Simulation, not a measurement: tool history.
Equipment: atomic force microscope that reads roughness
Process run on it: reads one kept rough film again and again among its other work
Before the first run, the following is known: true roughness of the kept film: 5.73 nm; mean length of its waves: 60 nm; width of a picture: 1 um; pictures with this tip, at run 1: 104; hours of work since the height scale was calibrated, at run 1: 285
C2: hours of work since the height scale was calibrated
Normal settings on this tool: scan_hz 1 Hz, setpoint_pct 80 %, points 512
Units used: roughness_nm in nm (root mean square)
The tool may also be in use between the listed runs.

{"run": 1, "day": 0.0, "scan_hz": 1, "setpoint_pct": 80, "points": 512, "pictures with this tip": 104, "C2": 285, "roughness_nm": 4.819}
{"run": 2, "day": 0.762, "scan_hz": 1, "setpoint_pct": 80, "points": 512, "pictures with this tip": 123, "C2": 292, "roughness_nm": 4.777}
{"run": 3, "day": 2.062, "scan_hz": 1, "setpoint_pct": 80, "points": 512, "pictures with this tip": 157, "C2": 305, "roughness_nm": 4.59}
{"day": 3.433, "done": "new tip fitted"}
{"run": 4, "day": 3.683, "scan_hz": 1, "setpoint_pct": 61, "points": 512, "pictures with this tip": 7, "C2": 320, "roughness_nm": 5.356}
{"run": 5, "day": 4.792, "scan_hz": 1, "setpoint_pct": 80, "points": 895, "pictures with this tip": 36, "C2": 331, "roughness_nm": 5.028}
{"run": 6, "day": 5.767, "scan_hz": 1, "setpoint_pct": 80, "points": 895, "pictures with this tip": 61, "C2": 340, "roughness_nm": 4.952}
{"run": 7, "day": 6.921, "scan_hz": 1, "setpoint_pct": 56, "points": 895, "pictures with this tip": 91, "C2": 351, "roughness_nm": 5.014}
{"run": 8, "day": 7.783, "scan_hz": 1, "setpoint_pct": 56, "points": 895, "pictures with this tip": 113, "C2": 360, "roughness_nm": 4.986}
{"run": 9, "day": 8.679, "scan_hz": 1, "setpoint_pct": 77, "points": 512, "pictures with this tip": 137, "C2": 368, "roughness_nm": 4.775}
{"run": 10, "day": 9.792, "scan_hz": 1, "setpoint_pct": 80, "points": 651, "pictures with this tip": 166, "C2": 379, "roughness_nm": 4.613}
{"day": 10.854, "done": "new tip fitted"}
{"run": 11, "day": 11.2, "scan_hz": 1, "setpoint_pct": 80, "points": 651, "pictures with this tip": 9, "C2": 393, "roughness_nm": 5.183}
{"run": 12, "day": 12.192, "scan_hz": 1, "setpoint_pct": 80, "points": 651, "pictures with this tip": 35, "C2": 402, "roughness_nm": 5.1}
{"run": 13, "day": 12.988, "scan_hz": 1, "setpoint_pct": 80, "points": 651, "pictures with this tip": 55, "C2": 410, "roughness_nm": 5.028}
{"run": 14, "day": 13.808, "scan_hz": 1, "setpoint_pct": 80, "points": 651, "pictures with this tip": 77, "C2": 418, "roughness_nm": 4.93}
{"run": 15, "day": 14.525, "scan_hz": 1, "setpoint_pct": 80, "points": 651, "pictures with this tip": 95, "C2": 425, "roughness_nm": 4.879}
{"run": 16, "day": 15.388, "scan_hz": 1, "setpoint_pct": 76, "points": 512, "pictures with this tip": 118, "C2": 433, "roughness_nm": 4.818}
{"run": 17, "day": 16.092, "scan_hz": 1, "setpoint_pct": 76, "points": 512, "pictures with this tip": 136, "C2": 440, "roughness_nm": 4.797}
{"run": 18, "day": 17.292, "scan_hz": 1, "setpoint_pct": 76, "points": 512, "pictures with this tip": 167, "C2": 451, "roughness_nm": 4.672}
{"day": 18.246, "done": "new tip fitted"}
{"run": 19, "day": 18.333, "scan_hz": 1, "setpoint_pct": 76, "points": 512, "pictures with this tip": 2, "C2": 461, "roughness_nm": 5.273}
{"run": 20, "day": 19.388, "scan_hz": 1, "setpoint_pct": 76, "points": 512, "pictures with this tip": 29, "C2": 471, "roughness_nm": 5.119}
{"run": 21, "day": 20.171, "scan_hz": 1, "setpoint_pct": 76, "points": 512, "pictures with this tip": 50, "C2": 479, "roughness_nm": 5.097}
{"run": 22, "day": 21.188, "scan_hz": 1, "setpoint_pct": 56, "points": 512, "pictures with this tip": 76, "C2": 489, "roughness_nm": 5.11}
{"run": 23, "day": 22.858, "scan_hz": 1.03, "setpoint_pct": 56, "points": 512, "pictures with this tip": 119, "C2": 505, "roughness_nm": 4.904}
{"run": 24, "day": 23.933, "scan_hz": 1.55, "setpoint_pct": 85, "points": 318, "pictures with this tip": 147, "C2": 515, "roughness_nm": 4.486}
{"run": 25, "day": 25.212, "scan_hz": 1.55, "setpoint_pct": 55, "points": 318, "pictures with this tip": 181, "C2": 528, "roughness_nm": 4.73}
{"day": 25.633, "done": "new tip fitted"}
{"run": 26, "day": 26.862, "scan_hz": 1.55, "setpoint_pct": 55, "points": 318, "pictures with this tip": 32, "C2": 544, "roughness_nm": 5.257}
{"run": 27, "day": 28.558, "scan_hz": 1.55, "setpoint_pct": 55, "points": 318, "pictures with this tip": 76, "C2": 560, "roughness_nm": 5.048}
{"run": 28, "day": 29.492, "scan_hz": 0.83, "setpoint_pct": 63, "points": 318, "pictures with this tip": 100, "C2": 569, "roughness_nm": 5}
{"run": 29, "day": 30.771, "scan_hz": 0.83, "setpoint_pct": 63, "points": 318, "pictures with this tip": 134, "C2": 581, "roughness_nm": 4.852}
{"run": 30, "day": 32.033, "scan_hz": 0.83, "setpoint_pct": 63, "points": 318, "pictures with this tip": 167, "C2": 594, "roughness_nm": 4.759}
{"day": 32.992, "done": "new tip fitted"}
{"run": 31, "day": 33.262, "scan_hz": 0.74, "setpoint_pct": 61, "points": 356, "pictures with this tip": 7, "C2": 605, "roughness_nm": 5.368}
{"run": 32, "day": 34.179, "scan_hz": 3.51, "setpoint_pct": 61, "points": 951, "pictures with this tip": 31, "C2": 614, "roughness_nm": 5.062}
{"run": 33, "day": 35.062, "scan_hz": 1, "setpoint_pct": 85, "points": 572, "pictures with this tip": 54, "C2": 623, "roughness_nm": 4.943}
{"run": 34, "day": 36.612, "scan_hz": 0.72, "setpoint_pct": 73, "points": 404, "pictures with this tip": 94, "C2": 638, "roughness_nm": 4.983}
{"run": 35, "day": 37.721, "scan_hz": 2.58, "setpoint_pct": 83, "points": 378, "pictures with this tip": 123, "C2": 648, "roughness_nm": 4.422}
{"run": 36, "day": 38.971, "scan_hz": 2.86, "setpoint_pct": 88, "points": 920, "pictures with this tip": 155, "C2": 660, "roughness_nm": 4.099}
{"run": 37, "day": 39.921, "scan_hz": 1, "setpoint_pct": 62, "points": 512, "pictures with this tip": 180, "C2": 670, "roughness_nm": 4.757}
{"day": 40.404, "done": "new tip fitted"}
{"run": 38, "day": 41.129, "scan_hz": 1, "setpoint_pct": 57, "points": 512, "pictures with this tip": 19, "C2": 681, "roughness_nm": 5.283}
{"run": 39, "day": 42.462, "scan_hz": 1, "setpoint_pct": 85, "points": 591, "pictures with this tip": 54, "C2": 694, "roughness_nm": 4.949}
{"run": 40, "day": 43.583, "scan_hz": 0.79, "setpoint_pct": 61, "points": 512, "pictures with this tip": 83, "C2": 705, "roughness_nm": 5.025}
{"run": 41, "day": 45.025, "scan_hz": 1.07, "setpoint_pct": 61, "points": 512, "pictures with this tip": 120, "C2": 719, "roughness_nm": 4.919}
{"run": 42, "day": 45.783, "scan_hz": 1.9, "setpoint_pct": 64, "points": 626, "pictures with this tip": 140, "C2": 726, "roughness_nm": 4.743}
{"run": 43, "day": 47.058, "scan_hz": 0.64, "setpoint_pct": 87, "points": 513, "pictures with this tip": 173, "C2": 738, "roughness_nm": 4.624}
{"day": 47.762, "done": "new tip fitted"}
{"run": 44, "day": 47.871, "scan_hz": 0.64, "setpoint_pct": 87, "points": 356, "pictures with this tip": 3, "C2": 746, "roughness_nm": 5.242}
{"run": 45, "day": 49.425, "scan_hz": 1.28, "setpoint_pct": 76, "points": 512, "pictures with this tip": 43, "C2": 761, "roughness_nm": 5.027}
{"run": 46, "day": 51.154, "scan_hz": 1.28, "setpoint_pct": 76, "points": 512, "pictures with this tip": 88, "C2": 778, "roughness_nm": 4.87}

Forecast each of these 3 alternatives for the next run:
{"run": "A", "day": 52.217, "scan_hz": 0.61, "setpoint_pct": 58, "points": 421, "pictures with this tip": 116, "C2": 788, "roughness_nm": "?"}
{"run": "B", "day": 52.217, "scan_hz": 1.41, "setpoint_pct": 63, "points": 433, "pictures with this tip": 116, "C2": 788, "roughness_nm": "?"}
{"run": "C", "day": 52.217, "scan_hz": 0.51, "setpoint_pct": 63, "points": 286, "pictures with this tip": 116, "C2": 788, "roughness_nm": "?"}

run=A roughness_nm=4.962
run=B roughness_nm=4.859
run=C roughness_nm=4.973
Stripped of hidden state, with their random variation kept, the same runs would have yielded:
run=A roughness_nm=5.45
run=B roughness_nm=5.338
run=C roughness_nm=5.462
